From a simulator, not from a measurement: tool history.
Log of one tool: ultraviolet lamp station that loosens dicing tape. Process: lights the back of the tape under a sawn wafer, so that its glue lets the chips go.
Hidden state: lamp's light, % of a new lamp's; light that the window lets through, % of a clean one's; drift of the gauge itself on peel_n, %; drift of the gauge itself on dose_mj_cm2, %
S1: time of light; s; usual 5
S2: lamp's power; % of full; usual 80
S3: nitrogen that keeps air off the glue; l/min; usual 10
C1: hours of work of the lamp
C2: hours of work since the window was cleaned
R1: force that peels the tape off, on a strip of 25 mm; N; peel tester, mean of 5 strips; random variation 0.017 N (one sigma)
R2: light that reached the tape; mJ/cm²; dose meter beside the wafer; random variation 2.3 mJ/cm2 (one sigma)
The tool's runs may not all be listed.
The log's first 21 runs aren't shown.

run	day	S1	S2	S3	C1	C2	R1	R2
22	62.729	9	67	17	1310	160	0.343	319
23	65.046	4	67	18	1342	191	1.352	141
# day 67.562: window cleaned of glue's vapour
24	67.562	8	85	3	1376	0	0.503	363
25	70.375	8	85	3	1415	38	0.483	362
26	74.3	8	82	13	1468	92	0.317	348
27	78.221	8	82	13	1522	146	0.298	342
28	79.879	7	73	4	1545	169	0.774	271
# day 80.246: lamp changed
29	83.483	6	100	3	44	217	0.649	315
# day 84.175: window cleaned of glue's vapour
30	85.592	6	100	11	73	19	0.361	323
31	88.254	5	89	4	109	56	0.94	236
32	91.333	3	66	7	151	98	2.253	104
33	93.362	3	66	7	179	126	2.216	103
34	96.158	5	61	20	217	164	1.114	164
35	100.167	5	61	20	272	219	1.056	161
# day 100.571: window cleaned of glue's vapour
36	102.442	6	80	10	303	26	0.601	256
37	106.467	3	98	4	358	81	1.692	156
38	109.079	3	80	6	394	116	1.903	126
39	110.862	7	86	6	418	141	0.469	319
40	114.429	6	86	6	467	190	0.593	272
41	116.85	6	86	6	500	223	0.612	271
# day 117.183: window cleaned of glue's vapour
42	120.55	2	64	6	551	46	3.427	67

Forecast each of these 3 alternatives for the next run:
A	122.767	2	99	6	581	76	?	?
B	122.767	2	82	6	581	76	?	?
C	122.767	8	81	10	581	76	?	?

run	R1	R2
A	2.395	106
B	2.732	86
C	0.334	345
Without the tool's hidden state the same runs would have given:
run	R1	R2
A	2.392	106
B	2.729	86
C	0.334	346
